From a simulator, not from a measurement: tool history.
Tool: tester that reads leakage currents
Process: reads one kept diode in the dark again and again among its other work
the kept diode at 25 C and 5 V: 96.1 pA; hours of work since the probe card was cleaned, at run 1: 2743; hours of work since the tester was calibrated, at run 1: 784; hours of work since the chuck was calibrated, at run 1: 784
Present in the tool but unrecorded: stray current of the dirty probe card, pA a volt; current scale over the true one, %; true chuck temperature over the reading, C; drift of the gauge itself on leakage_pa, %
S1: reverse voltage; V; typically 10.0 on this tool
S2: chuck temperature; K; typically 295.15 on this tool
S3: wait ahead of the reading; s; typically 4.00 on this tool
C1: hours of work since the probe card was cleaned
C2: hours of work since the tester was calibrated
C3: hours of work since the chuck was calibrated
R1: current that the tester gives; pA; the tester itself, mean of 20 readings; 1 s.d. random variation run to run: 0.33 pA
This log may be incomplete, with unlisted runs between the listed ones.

run 1 hour=0.0 | S1=10.0 S2=295.15 S3=4.00 | C1=2743 C2=784 C3=784 | R1=117.09
run 2 hour=69.3 | S1=7.4 S2=295.15 S3=4.00 | C1=2778 C2=819 C3=819 | R1=99.43
run 3 hour=130.5 | S1=7.4 S2=295.15 S3=4.00 | C1=2809 C2=850 C3=850 | R1=99.77
run 4 hour=200.1 | S1=7.4 S2=295.15 S3=4.00 | C1=2844 C2=885 C3=885 | R1=99.68
run 5 hour=279.0 | S1=10.0 S2=295.15 S3=4.00 | C1=2884 C2=925 C3=925 | R1=117.57
run 6 hour=323.7 | S1=10.0 S2=295.15 S3=4.00 | C1=2907 C2=948 C3=948 | R1=117.00
run 7 hour=396.6 | S1=10.0 S2=295.15 S3=4.00 | C1=2943 C2=985 C3=985 | R1=117.75
run 8 hour=467.1 | S1=3.4 S2=295.15 S3=4.00 | C1=2979 C2=1020 C3=1020 | R1=66.63
run 9 hour=512.2 | S1=3.4 S2=295.15 S3=4.00 | C1=3002 C2=1043 C3=1043 | R1=66.71
run 10 hour=563.4 | S1=3.4 S2=295.15 S3=4.00 | C1=3028 C2=1069 C3=1069 | R1=66.55
run 11 hour=630.3 | S1=3.4 S2=295.15 S3=4.00 | C1=3061 C2=1103 C3=1103 | R1=66.33
run 12 hour=686.6 | S1=3.4 S2=295.15 S3=4.00 | C1=3090 C2=1131 C3=1131 | R1=66.57
run 13 hour=760.2 | S1=10.0 S2=295.15 S3=4.00 | C1=3127 C2=1168 C3=1168 | R1=117.65
run 14 hour=844.3 | S1=10.0 S2=295.15 S3=4.00 | C1=3170 C2=1211 C3=1211 | R1=116.85
run 15 hour=930.9 | S1=10.0 S2=295.15 S3=4.00 | C1=3213 C2=1255 C3=1255 | R1=118.08
run 16 hour=1007.9 | S1=10.0 S2=295.15 S3=4.00 | C1=3252 C2=1293 C3=1293 | R1=117.57
run 17 hour=1086.4 | S1=10.0 S2=295.15 S3=4.00 | C1=3292 C2=1333 C3=1333 | R1=118.25
run 18 hour=1162.1 | S1=10.0 S2=295.15 S3=4.00 | C1=3330 C2=1371 C3=1371 | R1=118.06
run 19 hour=1237.7 | S1=10.0 S2=295.15 S3=4.00 | C1=3368 C2=1409 C3=1409 | R1=118.35
run 20 hour=1317.4 | S1=10.0 S2=295.15 S3=4.00 | C1=3408 C2=1450 C3=1450 | R1=117.88
run 21 hour=1376.1 | S1=2.5 S2=333.15 S3=4.00 | C1=3438 C2=1479 C3=1479 | R1=652.10
run 22 hour=1432.7 | S1=10.0 S2=320.15 S3=2.56 | C1=3467 C2=1508 C3=1508 | R1=585.19
run 23 hour=1500.6 | S1=10.0 S2=320.15 S3=2.56 | C1=3501 C2=1542 C3=1542 | R1=584.23
run 24 hour=1565.5 | S1=10.0 S2=319.15 S3=6.15 | C1=3534 C2=1575 C3=1575 | R1=544.82
-- hour=1582.2 probe card cleaned and baked
run 25 hour=1645.9 | S1=10.0 S2=319.15 S3=6.15 | C1=32 C2=1614 C3=1614 | R1=529.72
run 26 hour=1694.0 | S1=10.0 S2=319.15 S3=0.33 | C1=56 C2=1638 C3=1638 | R1=538.75
run 27 hour=1776.9 | S1=1.7 S2=327.15 S3=7.72 | C1=98 C2=1680 C3=1680 | R1=375.55
run 28 hour=1863.3 | S1=4.8 S2=295.15 S3=0.46 | C1=142 C2=1724 C3=1724 | R1=73.90
run 29 hour=1924.5 | S1=4.8 S2=295.15 S3=0.46 | C1=173 C2=1755 C3=1755 | R1=73.68
run 30 hour=1970.7 | S1=5.5 S2=332.15 S3=0.94 | C1=196 C2=1778 C3=1778 | R1=884.74
run 31 hour=2030.0 | S1=18.3 S2=304.15 S3=1.10 | C1=226 C2=1808 C3=1808 | R1=260.89
-- hour=2059.4 chuck's temperature calibrated
run 32 hour=2120.1 | S1=14.4 S2=324.15 S3=4.00 | C1=271 C2=1853 C3=31 | R1=906.09
run 33 hour=2193.2 | S1=14.4 S2=324.15 S3=4.00 | C1=308 C2=1889 C3=68 | R1=909.65
run 34 hour=2277.6 | S1=10.0 S2=304.15 S3=1.33 | C1=350 C2=1932 C3=110 | R1=207.30
run 35 hour=2364.5 | S1=10.0 S2=332.15 S3=0.48 | C1=394 C2=1976 C3=154 | R1=1229.69
run 36 hour=2447.1 | S1=10.0 S2=293.15 S3=1.69 | C1=436 C2=2018 C3=196 | R1=94.65
run 37 hour=2521.1 | S1=10.0 S2=293.15 S3=1.69 | C1=473 C2=2055 C3=233 | R1=95.22
run 38 hour=2584.8 | S1=10.0 S2=293.15 S3=1.69 | C1=505 C2=2087 C3=265 | R1=95.20
run 39 hour=2671.9 | S1=3.3 S2=320.15 S3=2.56 | C1=549 C2=2131 C3=309 | R1=349.22

Forecast each of these 5 alternatives for the next run:
run A hour=2732.1 | S1=11.1 S2=306.15 S3=0.78 | C1=580 C2=2162 C3=340 | R1=?
run B hour=2732.1 | S1=2.1 S2=324.15 S3=4.00 | C1=580 C2=2162 C3=340 | R1=?
run C hour=2732.1 | S1=3.3 S2=320.15 S3=0.57 | C1=580 C2=2162 C3=340 | R1=?
run D hour=2732.1 | S1=19.2 S2=295.15 S3=4.00 | C1=580 C2=2162 C3=340 | R1=?
run E hour=2732.1 | S1=13.4 S2=318.15 S3=2.56 | C1=580 C2=2162 C3=340 | R1=?

run=A R1=251.03
run=B R1=361.99
run=C R1=348.53
run=D R1=150.56
run=E R1=598.28
Take away the tool's hidden state, keep each run's random variation, and the runs would have read:
run=A R1=251.87
run=B R1=366.91
run=C R1=352.98
run=D R1=147.53
run=E R1=603.73
